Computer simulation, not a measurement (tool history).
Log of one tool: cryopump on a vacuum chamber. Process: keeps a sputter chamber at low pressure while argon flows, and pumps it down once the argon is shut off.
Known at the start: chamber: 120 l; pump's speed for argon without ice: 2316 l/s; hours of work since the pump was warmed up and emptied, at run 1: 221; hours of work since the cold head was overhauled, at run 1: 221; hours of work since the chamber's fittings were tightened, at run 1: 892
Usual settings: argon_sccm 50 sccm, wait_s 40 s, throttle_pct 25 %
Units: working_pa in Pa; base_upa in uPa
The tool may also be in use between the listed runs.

run	day	argon_sccm	wait_s	throttle_pct	hours of work since the pump was warmed up and emptied	hours of work since the cold head was overhauled	hours of work since the chamber's fittings were tightened	working_pa	base_upa
1	0	50	40	25	221	221	892	0.1466	1.43
2	0.821	36	40	25	230	230	901	0.106	1.47
3	2.421	36	40	25	247	247	918	0.1062	1.38
4	3.779	36	40	25	261	261	932	0.1061	1.39
5	5.238	50	40	25	276	276	948	0.1471	1.39
6	6.129	50	40	25	286	286	957	0.1471	1.42
7	7.958	42	40	25	305	305	976	0.1253	1.49
8	9.696	42	40	25	323	323	995	0.1245	1.4
9	11.154	42	40	25	339	339	1010	0.1241	1.47
10	12.112	50	28	25	349	349	1020	0.1479	1.94
11	12.908	50	28	25	357	357	1028	0.148	1.89
12	14.129	50	28	25	370	370	1041	0.1482	1.91
13	15.404	50	40	25	383	383	1055	0.1495	1.43
14	17.079	50	40	25	401	401	1072	0.1486	1.46
15	18.808	50	40	25	419	419	1091	0.1487	1.46
16	20.362	50	40	25	436	436	1107	0.1491	1.46
17	21.358	50	40	16	446	446	1117	0.2319	1.46
18	22.292	50	40	16	456	456	1127	0.2303	1.47
19	23.688	22	21	25	471	471	1142	0.0651	2.55
20	24.75	50	40	23	482	482	1153	0.1616	1.47
21	25.725	50	142	23	492	492	1163	0.1604	0.67
22	26.55	50	142	23	501	501	1172	0.1623	0.67
23	27.554	50	142	23	512	512	1183	0.1616	0.71
24	28.55	24	272	16	522	522	1193	0.111	0.49
25	30.333	24	272	16	541	541	1212	0.1114	0.56
26	31.438	24	32	27	552	552	1224	0.0664	1.75
27	32.55	24	32	27	564	564	1235	0.0666	1.79
28	33.617	24	32	27	575	575	1247	0.0659	1.81
29	35.258	24	127	36	593	593	1264	0.0503	0.71
30	36.779	57	253	25	609	609	1280	0.1709	0.54
31	38.442	22	40	23	626	626	1298	0.0721	1.49
32	39.912	22	24	37	642	642	1313	0.0452	2.29
33	40.804	50	87	57	651	651	1322	0.0679	0.89
34	42.088	50	165	33	665	665	1336	0.1143	0.63
35	43.225	50	165	33	677	677	1348	0.115	0.67

Some steps in working_pa between neighbouring runs. How much of each would the tool show without its hidden state too (settings, what came in, random variation), and how much is left for the hidden state, with any gauge scatter that isn't in both results?
The hidden state here: pump's speed, % of a pump's without ice; cold plate's temperature, K; leak into the chamber, uPa l/s; drift of the gauge itself on working_pa, %; drift of the gauge itself on base_upa, %.
Run 18 -> 19: argon_sccm 50 -> 22, wait_s 40 -> 21, throttle_pct 16 -> 25. working_pa -0.1652 Pa: hidden state -0.0015, all else -0.1637.
Run 29 -> 30: argon_sccm 24 -> 57, wait_s 127 -> 253, throttle_pct 36 -> 25. working_pa +0.1206 Pa: hidden state +0.0025, all else +0.1181.
Run 30 -> 31: argon_sccm 57 -> 22, wait_s 253 -> 40, throttle_pct 25 -> 23. working_pa -0.0988 Pa: hidden state -0.0025, all else -0.0963.
Run 32 -> 33: argon_sccm 22 -> 50, wait_s 24 -> 87, throttle_pct 37 -> 57. working_pa +0.0227 Pa: hidden state +0.0022, all else +0.0205.

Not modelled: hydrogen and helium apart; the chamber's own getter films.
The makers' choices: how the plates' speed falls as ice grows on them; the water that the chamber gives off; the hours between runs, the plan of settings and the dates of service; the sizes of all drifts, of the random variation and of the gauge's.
